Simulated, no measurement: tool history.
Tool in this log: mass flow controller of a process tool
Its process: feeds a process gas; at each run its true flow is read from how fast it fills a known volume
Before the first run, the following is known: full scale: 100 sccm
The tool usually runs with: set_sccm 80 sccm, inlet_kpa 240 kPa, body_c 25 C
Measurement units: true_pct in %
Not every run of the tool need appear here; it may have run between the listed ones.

run    hour  set_sccm  inlet_kpa  body_c  true_pct
  1     0.0        80        240      25     99.16
  2   307.1        80        240      25     99.16
  3   560.8        80        240      25     99.21
  4   715.6        80        236      25     99.24
  5   998.7        80        236      25     99.31
  6  1312.7        80        236      25     99.05
  7  1474.3        80        236      25     99.24
  8  1733.0        80        240      25     99.16
  9  1990.5        64        240      25     98.33
 10  2211.4        64        240      30     97.75
 11  2443.0        64        240      30     97.96
 12  2733.8        80        255      25     99.15
 13  2950.0        28        236      29     94.55
 14  3165.9        86        155      28     99.27
 15  3468.0        86        155      28     99.36
 16  3698.3        13        263      28     89.50
 17  3857.4        13        263      28     89.43
 18  4046.4        22        166      30     93.21
     4241.7  -- controller's zero set anew
 19  4294.7        75        166      24    100.60
 20  4545.8        75        166      24    100.56
 21  4793.0        75        170      21    100.98
 22  5021.9        75        170      21    100.79
 23  5196.2        11        240      24     97.65
 24  5391.5        11        240      24     97.42

Forecast each of these 5 alternatives for the next run:
     5525.7  -- controller exchanged for a calibrated one
  A  5621.0        31        203      21         ?
     5525.7  -- controller exchanged for a calibrated one
  B  5621.0        22        230      27         ?
     5525.7  -- controller exchanged for a calibrated one
  C  5621.0        11        201      24         ?
     5525.7  -- controller exchanged for a calibrated one
  D  5621.0        80        240      38         ?
     5525.7  -- controller exchanged for a calibrated one
  E  5621.0        46        159      33         ?

run  true_pct
  A     97.78
  B     96.98
  C     96.76
  D     98.03
  E     97.30
Stripped of hidden state, with their random variation kept, the same runs would have yielded:
run  true_pct
  A     97.91
  B     97.14
  C     97.01
  D     98.11
  E     97.40
